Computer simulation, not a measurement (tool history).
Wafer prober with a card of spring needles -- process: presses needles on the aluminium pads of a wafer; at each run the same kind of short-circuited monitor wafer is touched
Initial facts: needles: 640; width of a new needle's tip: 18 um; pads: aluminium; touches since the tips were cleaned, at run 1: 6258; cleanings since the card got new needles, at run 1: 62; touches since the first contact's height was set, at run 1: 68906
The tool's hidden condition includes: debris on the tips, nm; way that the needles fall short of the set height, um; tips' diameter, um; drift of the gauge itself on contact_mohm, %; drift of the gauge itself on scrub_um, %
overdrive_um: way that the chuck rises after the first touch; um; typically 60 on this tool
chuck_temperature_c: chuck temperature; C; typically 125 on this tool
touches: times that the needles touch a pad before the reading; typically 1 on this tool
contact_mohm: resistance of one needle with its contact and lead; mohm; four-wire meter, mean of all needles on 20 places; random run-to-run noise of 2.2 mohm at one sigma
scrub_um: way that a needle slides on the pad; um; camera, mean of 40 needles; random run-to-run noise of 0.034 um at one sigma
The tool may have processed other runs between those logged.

run	hour	overdrive_um	chuck_temperature_c	touches	touches since the tips were cleaned	cleanings since the card got new needles	touches since the first contact's height was set	contact_mohm	scrub_um
1	0	60	125	1	6258	62	68906	251	10.78
# hour 3.8: tips cleaned on abrasive film
# hour 28.8: tips cleaned on abrasive film
# hour 54.1: tips cleaned on abrasive film
2	60.3	60	125	1	1883	65	87259	254	10.74
# hour 80.9: tips cleaned on abrasive film
3	97.3	60	125	1	5037	66	98552	250	10.79
# hour 108.7: tips cleaned on abrasive film
# hour 136.6: tips cleaned on abrasive film
# hour 162.6: tips cleaned on abrasive film
4	165.8	60	125	1	982	69	119402	253	10.77
# hour 186.5: tips cleaned on abrasive film
# hour 214.7: tips cleaned on abrasive film
5	221.9	60	125	1	2223	71	136509	253	10.8
# hour 237.7: tips cleaned on abrasive film
# hour 265.5: tips cleaned on abrasive film
# hour 289.3: tips cleaned on abrasive film
6	292	56	125	1	819	74	157854	254	10.06
# hour 314.9: tips cleaned on abrasive film
7	323.9	60	125	1	2750	75	167566	248	10.8
# hour 339.6: tips cleaned on abrasive film
# hour 366.1: tips cleaned on abrasive film
8	386.7	60	125	1	6294	77	186712	249	10.83
# hour 390.9: tips cleaned on abrasive film
# hour 414.3: tips cleaned on abrasive film
9	425.9	60	125	1	3545	79	198650	251	10.76
# hour 441.6: tips cleaned on abrasive film
# hour 469: tips cleaned on abrasive film
# hour 472.5: height of the first contact set anew
# hour 492.5: tips cleaned on abrasive film
10	492.5	60	125	1	0	82	6087	253	10.85
# hour 516.1: tips cleaned on abrasive film
# hour 539.4: tips cleaned on abrasive film
# hour 565.2: tips cleaned on abrasive film
11	570.9	60	125	1	1732	85	29970	254	10.81
# hour 593.2: tips cleaned on abrasive film
12	614.7	60	125	1	6554	86	43326	252	10.8
# hour 618.8: tips cleaned on abrasive film
# hour 644.5: tips cleaned on abrasive film
# hour 670.6: tips cleaned on abrasive film
13	685.1	60	125	1	4441	89	64791	245	10.87
# hour 694.5: tips cleaned on abrasive film
# hour 720.9: tips cleaned on abrasive film
# hour 745.6: tips cleaned on abrasive film
14	761.3	60	125	1	4802	92	87989	252	10.81
# hour 772.3: tips cleaned on abrasive film
# hour 797.7: tips cleaned on abrasive film
15	813.1	44	125	1	4700	94	103767	263	8
# hour 824.5: tips cleaned on abrasive film
# hour 851.3: tips cleaned on abrasive film
# hour 874.7: tips cleaned on abrasive film
16	874.7	44	125	1	0	97	122540	262	7.94
# hour 899.6: tips cleaned on abrasive film
# hour 922.8: tips cleaned on abrasive film
# hour 945.7: tips cleaned on abrasive film
17	949	77	125	1	1019	100	145158	246	13.95
# hour 969.2: tips cleaned on abrasive film
# hour 992.3: tips cleaned on abrasive film
# hour 1016.6: tips cleaned on abrasive film
18	1026.5	77	42	1	3036	103	168784	223	13.93

Estimate the outcome of run 19 from the log above:
# hour 1040.2: tips cleaned on abrasive film
# hour 1067.3: tips cleaned on abrasive film
19	1067.3	68	125	1	0	105	181186	?	?

{"run 19": {"contact_mohm": 246, "scrub_um": 12.33}}
The same run, on a tool lacking any hidden state, would have yielded contact_mohm 246 mohm, scrub_um 12.24 um.
